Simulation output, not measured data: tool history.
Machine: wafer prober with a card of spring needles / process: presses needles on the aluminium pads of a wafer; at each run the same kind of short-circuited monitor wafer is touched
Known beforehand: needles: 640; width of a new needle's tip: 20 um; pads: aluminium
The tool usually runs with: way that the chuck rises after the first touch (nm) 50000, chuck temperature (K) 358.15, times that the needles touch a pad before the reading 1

run   hour  way that the chuck rises after the first touch (nm)  chuck temperature (K)  times that the needles touch a pad before the reading  resistance of one needle with its contact and lead (mohm)  way that a needle slides on the pad (nm)
  1    0.0                                                50000                 358.15                                                      1                                                        600                                     13063
       4.6  -- tips cleaned on abrasive film
  2   11.9                                                50000                 358.15                                                      1                                                        526                                     13059
      21.0  -- tips cleaned on abrasive film
  3   23.7                                                50000                 358.15                                                      1                                                        405                                     13033
  4   37.0                                                50000                 358.15                                                      1                                                        612                                     13035
      37.9  -- tips cleaned on abrasive film
  5   50.1                                                50000                 358.15                                                      1                                                        589                                     13013
      54.4  -- tips cleaned on abrasive film
  6   60.3                                                50000                 358.15                                                      1                                                        490                                     12994
  7   66.4                                                47000                 358.15                                                      1                                                        623                                     12213
      71.1  -- tips cleaned on abrasive film
  8   72.4                                                47000                 358.15                                                      1                                                        384                                     12196
  9   79.6                                                47000                 386.15                                                      3                                                        401                                     12201
 10   86.4                                                53000                 361.15                                                      3                                                        395                                     13776
      87.5  -- tips cleaned on abrasive film
 11   97.0                                                53000                 361.15                                                      3                                                        377                                     13748
 12  103.0                                                53000                 361.15                                                      3                                                        393                                     13760
     104.3  -- tips cleaned on abrasive film
 13  109.9                                                50000                 358.15                                                      3                                                        362                                     12948
 14  116.5                                                61000                 358.15                                                      3                                                        361                                     15848
     121.3  -- tips cleaned on abrasive film
     130.1  -- height of the first contact set anew
 15  130.2                                                61000                 358.15                                                      3                                                        346                                     16027
 16  136.9                                                51000                 303.15                                                      3                                                        392                                     13404

Forecast each of these 5 alternatives for the next run:
     137.8  -- tips cleaned on abrasive film
  A  150.6                                                50000                 382.15                                                      1                                                          ?                                         ?
     137.8  -- tips cleaned on abrasive film
  B  150.6                                                68000                 303.15                                                      2                                                          ?                                         ?
     137.8  -- tips cleaned on abrasive film
  C  150.6                                                30000                 303.15                                                      1                                                          ?                                         ?
     137.8  -- tips cleaned on abrasive film
  D  150.6                                                60000                 303.15                                                      3                                                          ?                                         ?
     137.8  -- tips cleaned on abrasive film
  E  150.6                                                48000                 308.15                                                      2                                                          ?                                         ?

run  resistance of one needle with its contact and lead (mohm)  way that a needle slides on the pad (nm)
  A                                                        590                                     13118
  B                                                        376                                     17815
  C                                                       1171                                      7855
  D                                                        353                                     15739
  E                                                        489                                     12590
With the hidden condition removed and each run's random variation left untouched, the same runs would have given:
run  resistance of one needle with its contact and lead (mohm)  way that a needle slides on the pad (nm)
  A                                                        296                                     13138
  B                                                        262                                     17835
  C                                                        289                                      7875
  D                                                        266                                     15759
  E                                                        273                                     12609

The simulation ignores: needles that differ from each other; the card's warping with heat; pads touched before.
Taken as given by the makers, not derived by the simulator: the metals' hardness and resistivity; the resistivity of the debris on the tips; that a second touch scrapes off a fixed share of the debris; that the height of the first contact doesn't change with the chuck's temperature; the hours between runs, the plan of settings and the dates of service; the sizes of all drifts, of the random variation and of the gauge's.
